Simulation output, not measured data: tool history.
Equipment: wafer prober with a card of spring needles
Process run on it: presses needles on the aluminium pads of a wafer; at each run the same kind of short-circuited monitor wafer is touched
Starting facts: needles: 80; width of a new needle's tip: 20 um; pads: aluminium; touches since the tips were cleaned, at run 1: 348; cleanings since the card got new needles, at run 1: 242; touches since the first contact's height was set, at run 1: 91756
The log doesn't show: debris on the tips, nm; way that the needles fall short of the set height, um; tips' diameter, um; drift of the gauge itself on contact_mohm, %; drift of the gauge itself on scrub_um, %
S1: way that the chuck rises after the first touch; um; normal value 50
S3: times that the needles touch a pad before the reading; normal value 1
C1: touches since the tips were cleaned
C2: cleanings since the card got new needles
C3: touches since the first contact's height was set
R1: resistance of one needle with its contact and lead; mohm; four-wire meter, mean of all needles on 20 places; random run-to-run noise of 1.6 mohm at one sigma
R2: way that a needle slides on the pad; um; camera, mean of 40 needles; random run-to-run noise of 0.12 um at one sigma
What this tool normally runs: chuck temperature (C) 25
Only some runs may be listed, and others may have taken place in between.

run 1 hour=0.0 | S1=50 chuck_temperature_(C)=25 S3=1 | C1=348 C2=242 C3=91756 | R1=209 R2=9.32
-- hour=5.2 tips cleaned on abrasive film
-- hour=10.5 tips cleaned on abrasive film
-- hour=15.7 tips cleaned on abrasive film
-- hour=22.2 tips cleaned on abrasive film
run 2 hour=23.9 | S1=40 chuck_temperature_(C)=25 S3=1 | C1=674 C2=246 C3=100969 | R1=273 R2=7.49
-- hour=27.9 tips cleaned on abrasive film
-- hour=33.1 tips cleaned on abrasive film
-- hour=39.6 tips cleaned on abrasive film
-- hour=44.9 tips cleaned on abrasive film
-- hour=51.4 tips cleaned on abrasive film
-- hour=56.9 tips cleaned on abrasive film
run 3 hour=56.9 | S1=40 chuck_temperature_(C)=25 S3=1 | C1=0 C2=252 C3=113626 | R1=196 R2=7.44
-- hour=63.4 tips cleaned on abrasive film
-- hour=68.6 tips cleaned on abrasive film
-- hour=75.1 tips cleaned on abrasive film
run 4 hour=79.3 | S1=40 chuck_temperature_(C)=25 S3=1 | C1=1615 C2=255 C3=122270 | R1=384 R2=7.49
-- hour=80.6 tips cleaned on abrasive film
-- hour=85.9 tips cleaned on abrasive film
-- hour=91.1 tips cleaned on abrasive film
-- hour=96.3 tips cleaned on abrasive film
-- hour=101.6 tips cleaned on abrasive film
-- hour=106.8 tips cleaned on abrasive film
-- hour=112.0 tips cleaned on abrasive film
run 5 hour=116.3 | S1=40 chuck_temperature_(C)=25 S3=1 | C1=1673 C2=262 C3=136496 | R1=395 R2=7.33
-- hour=117.7 tips cleaned on abrasive film
-- hour=122.9 tips cleaned on abrasive film
-- hour=128.2 tips cleaned on abrasive film
-- hour=133.4 tips cleaned on abrasive film
-- hour=139.9 tips cleaned on abrasive film
-- hour=146.4 tips cleaned on abrasive film
run 6 hour=148.6 | S1=40 chuck_temperature_(C)=25 S3=1 | C1=846 C2=268 C3=148893 | R1=326 R2=7.42
-- hour=152.5 tips cleaned on abrasive film
-- hour=157.8 tips cleaned on abrasive film
-- hour=163.0 tips cleaned on abrasive film
-- hour=168.2 tips cleaned on abrasive film
-- hour=173.5 tips cleaned on abrasive film
-- hour=180.0 tips cleaned on abrasive film
run 7 hour=181.9 | S1=40 chuck_temperature_(C)=25 S3=1 | C1=750 C2=274 C3=161698 | R1=302 R2=7.20
-- hour=185.8 tips cleaned on abrasive film
-- hour=191.1 tips cleaned on abrasive film
-- hour=196.3 tips cleaned on abrasive film
-- hour=201.5 tips cleaned on abrasive film
run 8 hour=205.3 | S1=50 chuck_temperature_(C)=31 S3=1 | C1=1482 C2=278 C3=170713 | R1=298 R2=9.20
-- hour=208.0 tips cleaned on abrasive film
-- hour=214.5 tips cleaned on abrasive film
-- hour=221.0 tips cleaned on abrasive film
-- hour=226.3 tips cleaned on abrasive film
run 9 hour=228.3 | S1=62 chuck_temperature_(C)=25 S3=1 | C1=818 C2=282 C3=179567 | R1=213 R2=11.57
-- hour=232.3 tips cleaned on abrasive film
-- hour=237.5 tips cleaned on abrasive film
-- hour=242.8 tips cleaned on abrasive film
-- hour=248.0 tips cleaned on abrasive film
-- hour=253.2 tips cleaned on abrasive film
-- hour=259.7 tips cleaned on abrasive film
-- hour=265.0 tips cleaned on abrasive film
run 10 hour=268.5 | S1=62 chuck_temperature_(C)=25 S3=1 | C1=1377 C2=289 C3=195007 | R1=249 R2=11.53
-- hour=271.2 tips cleaned on abrasive film
-- hour=277.7 tips cleaned on abrasive film
-- hour=284.2 tips cleaned on abrasive film
run 11 hour=289.1 | S1=50 chuck_temperature_(C)=25 S3=1 | C1=1918 C2=292 C3=202952 | R1=330 R2=8.86
-- hour=290.5 tips cleaned on abrasive film
-- hour=295.7 tips cleaned on abrasive film
-- hour=302.2 tips cleaned on abrasive film
-- hour=308.7 tips cleaned on abrasive film
run 12 hour=312.2 | S1=50 chuck_temperature_(C)=25 S3=1 | C1=1338 C2=296 C3=211824 | R1=300 R2=9.03
-- hour=314.8 tips cleaned on abrasive film
-- hour=320.3 height of the first contact set anew
-- hour=321.6 tips cleaned on abrasive film
-- hour=326.9 tips cleaned on abrasive film
-- hour=333.4 tips cleaned on abrasive film
run 13 hour=338.3 | S1=50 chuck_temperature_(C)=25 S3=1 | C1=1932 C2=300 C3=6955 | R1=308 R2=10.07
-- hour=339.7 tips cleaned on abrasive film
-- hour=344.9 tips cleaned on abrasive film
-- hour=351.5 tips cleaned on abrasive film
-- hour=358.0 tips cleaned on abrasive film
run 14 hour=360.1 | S1=50 chuck_temperature_(C)=34 S3=1 | C1=839 C2=304 C3=15327 | R1=250 R2=9.87
-- hour=364.1 tips cleaned on abrasive film
-- hour=369.3 tips cleaned on abrasive film
-- hour=374.5 tips cleaned on abrasive film
-- hour=379.8 tips cleaned on abrasive film
run 15 hour=380.7 | S1=50 chuck_temperature_(C)=34 S3=1 | C1=363 C2=308 C3=23225 | R1=211 R2=9.89
-- hour=385.9 tips cleaned on abrasive film
-- hour=391.2 tips cleaned on abrasive film
-- hour=396.4 tips cleaned on abrasive film
-- hour=401.6 tips cleaned on abrasive film
-- hour=406.9 tips cleaned on abrasive film
-- hour=412.1 tips cleaned on abrasive film
run 16 hour=413.7 | S1=66 chuck_temperature_(C)=59 S3=1 | C1=638 C2=314 C3=35916 | R1=197 R2=12.96
-- hour=417.7 tips cleaned on abrasive film
-- hour=422.9 tips cleaned on abrasive film
-- hour=428.1 tips cleaned on abrasive film
-- hour=434.7 tips cleaned on abrasive film
-- hour=439.9 tips cleaned on abrasive film
-- hour=445.1 tips cleaned on abrasive film
run 17 hour=447.9 | S1=66 chuck_temperature_(C)=59 S3=1 | C1=1088 C2=320 C3=49058 | R1=221 R2=13.07
-- hour=450.6 tips cleaned on abrasive film
-- hour=455.8 tips cleaned on abrasive film
-- hour=461.0 tips cleaned on abrasive film
-- hour=467.5 tips cleaned on abrasive film
-- hour=472.8 tips cleaned on abrasive film
run 18 hour=472.9 | S1=66 chuck_temperature_(C)=59 S3=1 | C1=31 C2=325 C3=58629 | R1=178 R2=13.02
-- hour=478.1 tips cleaned on abrasive film
-- hour=483.3 tips cleaned on abrasive film
-- hour=488.6 tips cleaned on abrasive film
-- hour=493.8 tips cleaned on abrasive film
-- hour=499.0 tips cleaned on abrasive film
-- hour=504.2 tips cleaned on abrasive film
-- hour=509.5 tips cleaned on abrasive film
run 19 hour=510.1 | S1=50 chuck_temperature_(C)=87 S3=2 | C1=243 C2=332 C3=72935 | R1=195 R2=9.60

Run 20, settings as shown, results not yet in. Your forecast:
-- hour=515.3 tips cleaned on abrasive film
-- hour=520.6 tips cleaned on abrasive film
-- hour=527.1 tips cleaned on abrasive film
-- hour=532.3 tips cleaned on abrasive film
-- hour=537.5 tips cleaned on abrasive film
run 20 hour=537.9 | S1=40 chuck_temperature_(C)=35 S3=2 | C1=154 C2=337 C3=83635 | R1=? R2=?

Run 20 yielded R1 200 mohm, R2 7.68 um.
If the tool had no hidden condition, the same run with the same run-to-run variation would have returned R1 166 mohm, R2 8.11 um.
